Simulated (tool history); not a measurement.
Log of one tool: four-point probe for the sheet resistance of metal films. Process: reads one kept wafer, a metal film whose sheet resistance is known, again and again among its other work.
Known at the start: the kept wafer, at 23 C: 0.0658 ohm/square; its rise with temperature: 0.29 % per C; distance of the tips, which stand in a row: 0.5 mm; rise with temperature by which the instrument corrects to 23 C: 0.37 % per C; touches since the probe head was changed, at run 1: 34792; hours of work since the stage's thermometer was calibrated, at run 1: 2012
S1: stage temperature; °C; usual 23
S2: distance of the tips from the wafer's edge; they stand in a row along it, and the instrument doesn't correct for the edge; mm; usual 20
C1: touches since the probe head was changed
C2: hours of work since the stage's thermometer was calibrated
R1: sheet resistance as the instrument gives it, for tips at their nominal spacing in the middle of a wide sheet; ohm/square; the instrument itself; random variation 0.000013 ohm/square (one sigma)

run 1 hour=0.0 | S1=23 S2=20 | C1=34792 C2=2012 | R1=0.065777
run 2 hour=43.1 | S1=23 S2=20 | C1=37636 C2=2045 | R1=0.065799
run 3 hour=80.8 | S1=23 S2=20 | C1=40121 C2=2074 | R1=0.065781
run 4 hour=142.8 | S1=23 S2=13 | C1=44206 C2=2120 | R1=0.065836
run 5 hour=187.3 | S1=23 S2=13 | C1=47140 C2=2154 | R1=0.065833
run 6 hour=241.0 | S1=23 S2=29 | C1=50675 C2=2195 | R1=0.065807
run 7 hour=278.6 | S1=23 S2=29 | C1=53155 C2=2223 | R1=0.065785
run 8 hour=347.7 | S1=23 S2=20 | C1=57709 C2=2275 | R1=0.065830
run 9 hour=380.8 | S1=18 S2=20 | C1=59889 C2=2300 | R1=0.066112
run 10 hour=439.5 | S1=18 S2=20 | C1=63756 C2=2345 | R1=0.066128
run 11 hour=516.3 | S1=18 S2=20 | C1=68819 C2=2403 | R1=0.066148
run 12 hour=573.7 | S1=18 S2=20 | C1=72602 C2=2446 | R1=0.066158
run 13 hour=645.9 | S1=18 S2=20 | C1=77364 C2=2501 | R1=0.066176
run 14 hour=709.6 | S1=18 S2=20 | C1=81560 C2=2549 | R1=0.066191
run 15 hour=755.3 | S1=18 S2=20 | C1=84573 C2=2583 | R1=0.066193
run 16 hour=832.7 | S1=18 S2=20 | C1=89671 C2=2642 | R1=0.066213
run 17 hour=909.8 | S1=18 S2=20 | C1=94753 C2=2700 | R1=0.066206
run 18 hour=983.9 | S1=18 S2=20 | C1=99642 C2=2756 | R1=0.066217
run 19 hour=1024.9 | S1=23 S2=20 | C1=102342 C2=2787 | R1=0.065966
run 20 hour=1064.7 | S1=23 S2=20 | C1=104965 C2=2817 | R1=0.065976
run 21 hour=1118.4 | S1=23 S2=20 | C1=108507 C2=2858 | R1=0.065994
-- hour=1129.6 stage's thermometer calibrated
run 22 hour=1156.2 | S1=23 S2=20 | C1=110964 C2=20 | R1=0.066120
run 23 hour=1223.7 | S1=23 S2=20 | C1=115409 C2=71 | R1=0.066137
run 24 hour=1289.7 | S1=33 S2=10 | C1=119763 C2=121 | R1=0.065688
run 25 hour=1333.6 | S1=21 S2=4 | C1=122653 C2=154 | R1=0.066784
run 26 hour=1384.7 | S1=28 S2=4 | C1=126019 C2=193 | R1=0.066419
run 27 hour=1451.4 | S1=28 S2=4 | C1=130420 C2=243 | R1=0.066428
run 28 hour=1503.7 | S1=28 S2=4 | C1=133863 C2=283 | R1=0.066465
run 29 hour=1546.9 | S1=28 S2=4 | C1=136712 C2=315 | R1=0.066472
run 30 hour=1582.1 | S1=20 S2=42 | C1=139032 C2=342 | R1=0.066289
run 31 hour=1629.7 | S1=20 S2=42 | C1=142170 C2=378 | R1=0.066333
run 32 hour=1706.1 | S1=20 S2=42 | C1=147207 C2=436 | R1=0.066367
run 33 hour=1773.4 | S1=20 S2=26 | C1=151643 C2=487 | R1=0.066352
run 34 hour=1839.6 | S1=20 S2=26 | C1=156005 C2=537 | R1=0.066351
run 35 hour=1893.6 | S1=33 S2=18 | C1=159562 C2=577 | R1=0.065732
run 36 hour=1925.7 | S1=33 S2=34 | C1=161680 C2=602 | R1=0.065708
run 37 hour=1963.7 | S1=19 S2=5 | C1=164186 C2=631 | R1=0.066816
run 38 hour=1995.1 | S1=18 S2=20 | C1=166250 C2=654 | R1=0.066520
run 39 hour=2035.1 | S1=25 S2=5 | C1=168887 C2=684 | R1=0.066484
run 40 hour=2100.8 | S1=23 S2=15 | C1=173222 C2=734 | R1=0.066294
run 41 hour=2161.4 | S1=26 S2=4 | C1=177210 C2=780 | R1=0.066666
run 42 hour=2226.9 | S1=23 S2=16 | C1=181530 C2=829 | R1=0.066312
run 43 hour=2286.1 | S1=23 S2=16 | C1=185429 C2=874 | R1=0.066336
run 44 hour=2328.3 | S1=23 S2=17 | C1=188216 C2=906 | R1=0.066316

Hidden state at the last listed run before each entry between runs and at the first one after, where it differs:
Between runs 21 and 22: stage's thermometer calibrated (hour 1129.6)
  inner tips' distance over the nominal, %: 0.396 -> 0.407; tips' flats over new ones', %: 80 -> 82; wafer's true temperature over the reading, C: -0.59 -> -0.02
  measured less the result without the state, R1: +0.000169 -> +0.000287 ohm/square
